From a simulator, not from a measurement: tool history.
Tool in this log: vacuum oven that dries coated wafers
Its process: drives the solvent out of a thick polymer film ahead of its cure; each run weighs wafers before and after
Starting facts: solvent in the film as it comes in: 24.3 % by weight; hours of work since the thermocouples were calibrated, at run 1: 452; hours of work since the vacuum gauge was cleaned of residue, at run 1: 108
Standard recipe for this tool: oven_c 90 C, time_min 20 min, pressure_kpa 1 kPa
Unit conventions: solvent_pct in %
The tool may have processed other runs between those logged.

run   hour  oven_c  time_min  pressure_kpa  hours of work since the thermocouples were calibrated  hours of work since the vacuum gauge was cleaned of residue  solvent_pct
  1      0      90        20             1                                                    452                                                          108         2.85
  2   21.7      90        20             1                                                    464                                                          120         2.95
  3   39.6      90        20          0.67                                                    473                                                          129         2.54
  4   51.4      90        20          0.67                                                    480                                                          136          2.6
  5   64.3      90        32             1                                                    487                                                          143          1.5
  6   84.3      90        32             1                                                    497                                                          153         1.51
  7  102.1      90        32             1                                                    507                                                          163         1.44
  8    125      90        32             1                                                    519                                                          175         1.54
  9  144.5      90        32             1                                                    529                                                          185         1.51
 10  168.2      90        32             1                                                    542                                                          198          1.5
 11  181.8      90        20             1                                                    549                                                          205         2.95
 12  202.1      90        33             1                                                    560                                                          216         1.47
 13  225.7      90        20           0.7                                                    572                                                          228         2.65
 14  249.8      90        20          3.23                                                    585                                                          241         4.95
 15  267.5      90        20          3.23                                                    595                                                          251         5.04
 16  279.7      89        20             1                                                    601                                                          257         3.37
 17  293.3      83        25          0.64                                                    608                                                          264         4.26
 18  314.2      83        25          1.45                                                    619                                                          275         5.21
 19  337.3      76        18          1.02                                                    632                                                          288        10.43
 20  353.1      87        18          2.32                                                    640                                                          296         6.07
 21  376.6      88        24          1.85                                                    653                                                          309         3.76
     386.5  -- oven's thermocouples calibrated
 22  397.4      88        16           0.8                                                      6                                                          319         4.22
 23  416.1      90        12          1.56                                                     16                                                          329         5.75
 24  437.1      83        21          0.63                                                     27                                                          340         4.72
 25  452.9      93        21          0.63                                                     35                                                          348         1.49
 26  479.8      93        21          0.63                                                     50                                                          362          1.5
 27  494.3      97        20          1.66                                                     57                                                          370         1.77

Run 28 has not been measured yet. What should we expect?
 28  516.9      83        20           2.1                                                     69                                                          382            ?

For run 28 the tool returned solvent_pct 6.64 %.
With no hidden state in the tool, this same run would have given solvent_pct 6.41 %.
